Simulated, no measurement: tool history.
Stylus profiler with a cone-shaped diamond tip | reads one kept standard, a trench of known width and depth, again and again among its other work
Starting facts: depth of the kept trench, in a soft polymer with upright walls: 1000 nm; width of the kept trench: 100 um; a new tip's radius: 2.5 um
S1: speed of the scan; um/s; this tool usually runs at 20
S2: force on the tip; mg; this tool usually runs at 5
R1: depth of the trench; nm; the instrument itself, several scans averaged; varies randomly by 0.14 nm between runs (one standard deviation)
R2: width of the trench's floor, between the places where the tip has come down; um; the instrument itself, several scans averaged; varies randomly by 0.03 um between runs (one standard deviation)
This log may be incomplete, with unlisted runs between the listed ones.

Run 1, day 0: usual settings. Result: R1 1013.02 nm, R2 94.56 um.
Run 2, day 0.996: usual settings. Result: R1 1012.98 nm, R2 94.58 um.
Run 3, day 1.471: usual settings. Result: R1 1012.9 nm, R2 94.53 um.
Run 4, day 2.138: usual settings but S1 62 um/s. Result: R1 1013.3 nm, R2 94.41 um.
Run 5, day 3.117: usual settings but S2 5.79 mg. Result: R1 1014.28 nm, R2 94.45 um.
Run 6, day 4.133: usual settings but S2 3.23 mg. Result: R1 1009.66 nm, R2 94.34 um.
Run 7, day 5.238: usual settings but S2 14.59 mg. Result: R1 1026.08 nm, R2 94.3 um.
Run 8, day 5.988: usual settings. Result: R1 1013.24 nm, R2 94.26 um.
Run 9, day 7.079: usual settings. Result: R1 1013.45 nm, R2 94.15 um.
Run 10, day 7.825: usual settings. Result: R1 1013.38 nm, R2 94.17 um.
Run 11, day 8.362: usual settings. Result: R1 1013.67 nm, R2 94.09 um.
Run 12, day 9.088: usual settings but S1 10 um/s. Result: R1 1013.5 nm, R2 94.07 um.
Run 13, day 10.188: usual settings but S1 10 um/s, S2 3.41 mg. Result: R1 1010.5 nm, R2 93.94 um.

Run 14 comes next. What will it give?
Run 14, day 10.821: usual settings but S1 14 um/s, S2 9.38 mg. Result: R1 ?, R2 ?.

R1: 1019.9 nm
R2: 93.96 um
Without the tool's hidden state the same run would have given R1 1018.84 nm, R2 96 um.

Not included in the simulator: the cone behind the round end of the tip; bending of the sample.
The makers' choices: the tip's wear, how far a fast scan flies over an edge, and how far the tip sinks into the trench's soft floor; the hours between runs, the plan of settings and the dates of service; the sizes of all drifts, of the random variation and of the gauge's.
